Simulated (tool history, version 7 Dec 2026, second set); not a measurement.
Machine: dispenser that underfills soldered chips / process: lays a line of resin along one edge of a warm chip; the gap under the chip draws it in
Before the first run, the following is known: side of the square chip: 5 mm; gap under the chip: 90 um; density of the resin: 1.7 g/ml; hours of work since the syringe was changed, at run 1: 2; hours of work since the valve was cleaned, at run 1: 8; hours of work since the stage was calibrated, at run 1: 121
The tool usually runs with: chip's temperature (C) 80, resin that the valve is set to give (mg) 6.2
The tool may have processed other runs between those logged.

| run | hour | chip's temperature (C) | resin that the valve is set to give (mg) | hours of work since the syringe was changed | hours of work since the valve was cleaned | hours of work since the stage was calibrated | time until the resin shows at the far edge (s) | resin that the valve gave (mg) |
|---|---|---|---|---|---|---|---|---|
| 1 | 0 | 80 | 6.2 | 2 | 8 | 121 | 18.2 | 6.15 |
| 2 | 4.7 | 80 | 6.2 | 5 | 11 | 124 | 20.4 | 6.14 |
|  | 6.2 | new syringe of resin |
| 3 | 9.4 | 80 | 6.2 | 2 | 14 | 126 | 16.6 | 6.14 |
| 4 | 12.2 | 80 | 6.2 | 4 | 16 | 128 | 18.7 | 6.06 |
| 5 | 15 | 80 | 6.2 | 5 | 17 | 130 | 21.2 | 6.15 |
|  | 16.2 | new syringe of resin |
| 6 | 19.5 | 80 | 6.2 | 2 | 20 | 132 | 17.2 | 6.05 |
| 7 | 21.8 | 80 | 6.2 | 3 | 21 | 134 | 17.8 | 6.07 |
|  | 26.3 | new syringe of resin |
| 8 | 27 | 80 | 6.2 | 0 | 24 | 137 | 16.3 | 6.13 |
| 9 | 30.1 | 91 | 6.2 | 2 | 26 | 139 | 12.9 | 6.1 |
| 10 | 32.6 | 91 | 6.2 | 4 | 28 | 140 | 14.7 | 6.02 |
|  | 36.5 | new syringe of resin |
| 11 | 37 | 80 | 6.43 | 0 | 30 | 143 | 16.3 | 6.31 |
| 12 | 40.1 | 80 | 6.43 | 2 | 32 | 145 | 17.2 | 6.27 |
| 13 | 43.6 | 80 | 6.2 | 4 | 34 | 147 | 19.4 | 6.11 |
|  | 46.4 | new syringe of resin |
| 14 | 47.9 | 80 | 6.2 | 1 | 37 | 149 | 16.2 | 6.1 |
| 15 | 52.7 | 80 | 5.46 | 4 | 40 | 152 | 19.4 | 5.27 |
|  | 56.5 | new syringe of resin |
| 16 | 56.9 | 80 | 6.2 | 0 | 42 | 155 | 15.8 | 5.99 |
| 17 | 60 | 80 | 6.2 | 2 | 44 | 156 | 16.9 | 6 |
|  | 63 | dispensing valve cleaned and set on the balance |
| 18 | 64.2 | 80 | 6.2 | 4 | 1 | 158 | 19.6 | 6.12 |
|  | 67.7 | new syringe of resin |
| 19 | 68.7 | 80 | 6.2 | 1 | 3 | 161 | 16.1 | 6.17 |
| 20 | 73.1 | 72 | 6.2 | 3 | 6 | 164 | 22.8 | 6.17 |
|  | 77.6 | new syringe of resin |
| 21 | 77.6 | 77 | 5.73 | 0 | 9 | 166 | 16.7 | 5.66 |
| 22 | 80.6 | 82 | 7.9 | 2 | 10 | 168 | 16.6 | 7.87 |
| 23 | 83.9 | 82 | 7.9 | 4 | 12 | 170 | 17.6 | 7.84 |
|  | 87.6 | new syringe of resin |
| 24 | 88.7 | 81 | 7.42 | 1 | 15 | 173 | 15.6 | 7.29 |
| 25 | 93.1 | 80 | 5.36 | 3 | 18 | 176 | 19 | 5.32 |
| 26 | 97.1 | 73 | 5.79 | 6 | 20 | 178 | 26.1 | 5.67 |
|  | 97.6 | new syringe of resin |
| 27 | 101.4 | 86 | 5.98 | 2 | 23 | 180 | 16 | 5.91 |
| 28 | 104.9 | 91 | 7.14 | 4 | 25 | 182 | 14.6 | 6.96 |
|  | 107.6 | new syringe of resin |
| 29 | 108.9 | 94 | 7.34 | 1 | 27 | 185 | 10.9 | 7.2 |
| 30 | 113.3 | 94 | 7.34 | 3 | 30 | 187 | 12.2 | 7.09 |
|  | 117.8 | new syringe of resin |
| 31 | 118.2 | 73 | 6.26 | 0 | 33 | 190 | 19.7 | 6.11 |
| 32 | 122.9 | 77 | 6.81 | 3 | 35 | 193 | 20.3 | 6.57 |
| 33 | 126.7 | 87 | 6.81 | 5 | 38 | 195 | 16.8 | 6.61 |
|  | 127.7 | new syringe of resin |
| 34 | 130.1 | 87 | 6.81 | 1 | 40 | 197 | 13.1 | 6.55 |
| 35 | 132.8 | 83 | 6.96 | 3 | 41 | 199 | 16.5 | 6.73 |
| 36 | 137 | 78 | 7.7 | 6 | 44 | 202 | 22.6 | 7.49 |

Predict each of these 4 candidate next runs independently; none follows another, all start after run 36:
|  | 137.7 | new syringe of resin |
|  | 140.2 | dispensing valve cleaned and set on the balance |
| A | 141.7 | 75 | 6.99 | 2 | 1 | 204 | ? | ? |
|  | 137.7 | new syringe of resin |
|  | 140.2 | dispensing valve cleaned and set on the balance |
| B | 141.7 | 80 | 7.81 | 2 | 1 | 204 | ? | ? |
|  | 137.7 | new syringe of resin |
|  | 140.2 | dispensing valve cleaned and set on the balance |
| C | 141.7 | 71 | 7.65 | 2 | 1 | 204 | ? | ? |
|  | 137.7 | new syringe of resin |
|  | 140.2 | dispensing valve cleaned and set on the balance |
| D | 141.7 | 85 | 6.74 | 2 | 1 | 204 | ? | ? |

| run | time until the resin shows at the far edge (s) | resin that the valve gave (mg) |
|---|---|---|
| A | 19.6 | 7 |
| B | 17 | 7.84 |
| C | 22.1 | 7.64 |
| D | 15.3 | 6.72 |
Stripped of hidden state, with their random variation kept, the same runs would have yielded:
| run | time until the resin shows at the far edge (s) | resin that the valve gave (mg) |
|---|---|---|
| A | 17.5 | 7.03 |
| B | 15.2 | 7.88 |
| C | 19.8 | 7.67 |
| D | 13.7 | 6.75 |
